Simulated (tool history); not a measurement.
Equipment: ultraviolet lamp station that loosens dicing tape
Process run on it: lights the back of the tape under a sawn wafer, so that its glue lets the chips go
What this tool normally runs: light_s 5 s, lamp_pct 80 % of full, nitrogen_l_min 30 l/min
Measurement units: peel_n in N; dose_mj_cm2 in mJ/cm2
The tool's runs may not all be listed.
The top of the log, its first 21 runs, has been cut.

Run 22, hour 845.4: usual settings but light_s 9 s, lamp_pct 71 % of full, nitrogen_l_min 11 l/min. Result: peel_n 0.783 N, dose_mj_cm2 384 mJ/cm2.
Run 23, hour 897.8: usual settings but light_s 9 s, lamp_pct 71 % of full, nitrogen_l_min 11 l/min. Result: peel_n 0.802 N, dose_mj_cm2 375 mJ/cm2.
Run 24, hour 941.1: usual settings but light_s 6 s. Result: peel_n 0.68 N, dose_mj_cm2 278 mJ/cm2.
Run 25, hour 970.1: usual settings but light_s 6 s. Result: peel_n 0.712 N, dose_mj_cm2 280 mJ/cm2.
Run 26, hour 1016.9: usual settings but light_s 4 s, lamp_pct 72 % of full. Result: peel_n 1.933 N, dose_mj_cm2 165 mJ/cm2.
Run 27, hour 1055: usual settings but lamp_pct 100 % of full, nitrogen_l_min 23 l/min. Result: peel_n 0.769 N, dose_mj_cm2 281 mJ/cm2.
At hour 1060.2: lamp changed.
Run 28, hour 1104.2: usual settings but light_s 3 s, lamp_pct 69 % of full. Result: peel_n 2.255 N, dose_mj_cm2 152 mJ/cm2.
Run 29, hour 1155.4: usual settings but light_s 3 s, lamp_pct 69 % of full. Result: peel_n 2.294 N, dose_mj_cm2 148 mJ/cm2.
Run 30, hour 1187: usual settings but light_s 3 s, lamp_pct 94 % of full. Result: peel_n 1.325 N, dose_mj_cm2 202 mJ/cm2.
Run 31, hour 1222.4: usual settings but nitrogen_l_min 23 l/min. Result: peel_n 0.791 N, dose_mj_cm2 283 mJ/cm2.

5 options for the next run, each taken on its own from the tool as it stands now. Forecast them:
Run A, hour 1257.5: usual settings but light_s 3 s, nitrogen_l_min 35 l/min. Result: peel_n ?, dose_mj_cm2 ?.
Run B, hour 1257.5: usual settings but lamp_pct 84 % of full, nitrogen_l_min 23 l/min. Result: peel_n ?, dose_mj_cm2 ?.
Run C, hour 1257.5: usual settings but lamp_pct 99 % of full, nitrogen_l_min 23 l/min. Result: peel_n ?, dose_mj_cm2 ?.
Run D, hour 1257.5: usual settings but light_s 6 s, lamp_pct 68 % of full, nitrogen_l_min 23 l/min. Result: peel_n ?, dose_mj_cm2 ?.
Run E, hour 1257.5: usual settings but lamp_pct 97 % of full, nitrogen_l_min 9 l/min. Result: peel_n ?, dose_mj_cm2 ?.

run  peel_n  dose_mj_cm2
  A   1.711          171
  B   0.727          298
  C    0.52          352
  D   0.798          287
  E    1.15          341
The same runs, with their run-to-run variation unchanged, on a tool lacking any hidden condition would have given:
run  peel_n  dose_mj_cm2
  A   1.428          189
  B   0.583          328
  C   0.423          388
  D   0.642          317
  E   0.936          377
